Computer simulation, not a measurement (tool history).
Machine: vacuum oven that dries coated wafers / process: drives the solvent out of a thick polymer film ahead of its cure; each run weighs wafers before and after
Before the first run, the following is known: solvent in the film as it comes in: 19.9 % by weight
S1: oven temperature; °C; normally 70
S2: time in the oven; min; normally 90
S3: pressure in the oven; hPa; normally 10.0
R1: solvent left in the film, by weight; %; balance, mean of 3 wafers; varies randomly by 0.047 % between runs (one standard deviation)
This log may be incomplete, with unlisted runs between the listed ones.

{"run": 1, "hour": 0.0, "S1": 70, "S2": 90, "S3": 10.0, "R1": 4.02}
{"run": 2, "hour": 39.0, "S1": 70, "S2": 90, "S3": 10.0, "R1": 4.03}
{"run": 3, "hour": 73.2, "S1": 70, "S2": 90, "S3": 10.0, "R1": 4.05}
{"run": 4, "hour": 95.9, "S1": 70, "S2": 90, "S3": 10.0, "R1": 4.14}
{"run": 5, "hour": 119.4, "S1": 70, "S2": 90, "S3": 7.0, "R1": 3.87}
{"run": 6, "hour": 147.9, "S1": 70, "S2": 90, "S3": 7.0, "R1": 3.94}
{"run": 7, "hour": 165.8, "S1": 70, "S2": 90, "S3": 6.0, "R1": 3.96}
{"run": 8, "hour": 206.3, "S1": 76, "S2": 90, "S3": 10.0, "R1": 2.19}
{"run": 9, "hour": 234.5, "S1": 76, "S2": 90, "S3": 10.0, "R1": 2.13}
{"run": 10, "hour": 272.7, "S1": 70, "S2": 134, "S3": 10.0, "R1": 2.3}
{"run": 11, "hour": 294.2, "S1": 70, "S2": 134, "S3": 10.0, "R1": 2.35}
{"run": 12, "hour": 311.6, "S1": 70, "S2": 134, "S3": 10.0, "R1": 2.28}
{"run": 13, "hour": 336.7, "S1": 70, "S2": 134, "S3": 10.0, "R1": 2.39}
{"run": 14, "hour": 363.9, "S1": 55, "S2": 90, "S3": 34.5, "R1": 11.97}
{"run": 15, "hour": 405.8, "S1": 59, "S2": 134, "S3": 30.0, "R1": 8.0}
{"run": 16, "hour": 438.3, "S1": 75, "S2": 147, "S3": 19.0, "R1": 1.59}
{"run": 17, "hour": 472.8, "S1": 70, "S2": 54, "S3": 27.7, "R1": 7.89}
{"run": 18, "hour": 491.7, "S1": 84, "S2": 72, "S3": 18.6, "R1": 1.53}
{"run": 19, "hour": 530.6, "S1": 57, "S2": 58, "S3": 5.8, "R1": 11.56}
{"run": 20, "hour": 565.8, "S1": 55, "S2": 78, "S3": 5.9, "R1": 11.04}
{"run": 21, "hour": 597.5, "S1": 60, "S2": 135, "S3": 7.1, "R1": 6.16}
{"run": 22, "hour": 634.2, "S1": 70, "S2": 75, "S3": 5.1, "R1": 5.15}
{"run": 23, "hour": 658.8, "S1": 70, "S2": 75, "S3": 5.1, "R1": 5.13}
{"run": 24, "hour": 696.6, "S1": 62, "S2": 158, "S3": 10.0, "R1": 4.68}
{"run": 25, "hour": 736.6, "S1": 62, "S2": 158, "S3": 10.0, "R1": 4.67}

5 options for the next run, each taken on its own from the tool as it stands now. Forecast them:
{"run": "A", "hour": 757.9, "S1": 56, "S2": 133, "S3": 5.3, "R1": "?"}
{"run": "B", "hour": 757.9, "S1": 76, "S2": 92, "S3": 8.6, "R1": "?"}
{"run": "C", "hour": 757.9, "S1": 65, "S2": 158, "S3": 6.4, "R1": "?"}
{"run": "D", "hour": 757.9, "S1": 76, "S2": 100, "S3": 7.1, "R1": "?"}
{"run": "E", "hour": 757.9, "S1": 80, "S2": 65, "S3": 30.0, "R1": "?"}

run=A R1=8.02
run=B R1=2.33
run=C R1=3.29
run=D R1=1.89
run=E R1=3.30
Stripped of hidden state, with their random variation kept, the same runs would have yielded:
run=A R1=7.27
run=B R1=1.89
run=C R1=2.69
run=D R1=1.48
run=E R1=2.84
